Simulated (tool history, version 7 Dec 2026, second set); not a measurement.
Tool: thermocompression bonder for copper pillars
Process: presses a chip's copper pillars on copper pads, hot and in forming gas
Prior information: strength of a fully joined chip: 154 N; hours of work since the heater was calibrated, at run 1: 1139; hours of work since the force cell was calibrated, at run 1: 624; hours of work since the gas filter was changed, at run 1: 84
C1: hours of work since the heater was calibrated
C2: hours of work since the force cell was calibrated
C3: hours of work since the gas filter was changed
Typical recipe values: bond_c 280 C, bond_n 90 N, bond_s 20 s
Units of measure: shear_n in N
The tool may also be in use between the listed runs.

run 1 hour=0 | bond_c=280 bond_n=90 bond_s=20 | C1=1139 C2=624 C3=84 | shear_n=64.3
run 2 hour=50.8 | bond_c=276 bond_n=90 bond_s=20 | C1=1162 C2=647 C3=107 | shear_n=60.7
run 3 hour=79.3 | bond_c=280 bond_n=90 bond_s=14 | C1=1175 C2=660 C3=120 | shear_n=55.9
run 4 hour=124 | bond_c=280 bond_n=90 bond_s=20 | C1=1195 C2=680 C3=140 | shear_n=63.5
run 5 hour=170.6 | bond_c=250 bond_n=90 bond_s=20 | C1=1216 C2=701 C3=161 | shear_n=44
-- hour=178.3 forming gas filter changed
run 6 hour=197.7 | bond_c=256 bond_n=103 bond_s=11 | C1=1228 C2=713 C3=9 | shear_n=42
-- hour=212.8 heater calibrated with a thermocouple chip
run 7 hour=240.8 | bond_c=256 bond_n=103 bond_s=11 | C1=13 C2=731 C3=27 | shear_n=41.5
run 8 hour=293.5 | bond_c=290 bond_n=109 bond_s=21 | C1=36 C2=755 C3=51 | shear_n=81.8
run 9 hour=341.7 | bond_c=290 bond_n=83 bond_s=21 | C1=58 C2=777 C3=73 | shear_n=67.1
run 10 hour=379.6 | bond_c=297 bond_n=83 bond_s=21 | C1=75 C2=794 C3=90 | shear_n=73

Below are 5 alternative next runs, each starting from the tool's condition after run 10. Predict each:
run A hour=410.9 | bond_c=285 bond_n=128 bond_s=20 | C1=89 C2=808 C3=104 | shear_n=?
run B hour=410.9 | bond_c=310 bond_n=71 bond_s=37 | C1=89 C2=808 C3=104 | shear_n=?
run C hour=410.9 | bond_c=303 bond_n=78 bond_s=36 | C1=89 C2=808 C3=104 | shear_n=?
run D hour=410.9 | bond_c=264 bond_n=89 bond_s=21 | C1=89 C2=808 C3=104 | shear_n=?
run E hour=410.9 | bond_c=275 bond_n=60 bond_s=21 | C1=89 C2=808 C3=104 | shear_n=?

run=A shear_n=85.2
run=B shear_n=89
run=C shear_n=88.7
run=D shear_n=53.5
run=E shear_n=44.4
Without the tool's unlogged condition, the same runs would have read:
run=A shear_n=85.3
run=B shear_n=89.2
run=C shear_n=88.9
run=D shear_n=53.6
run=E shear_n=44.5
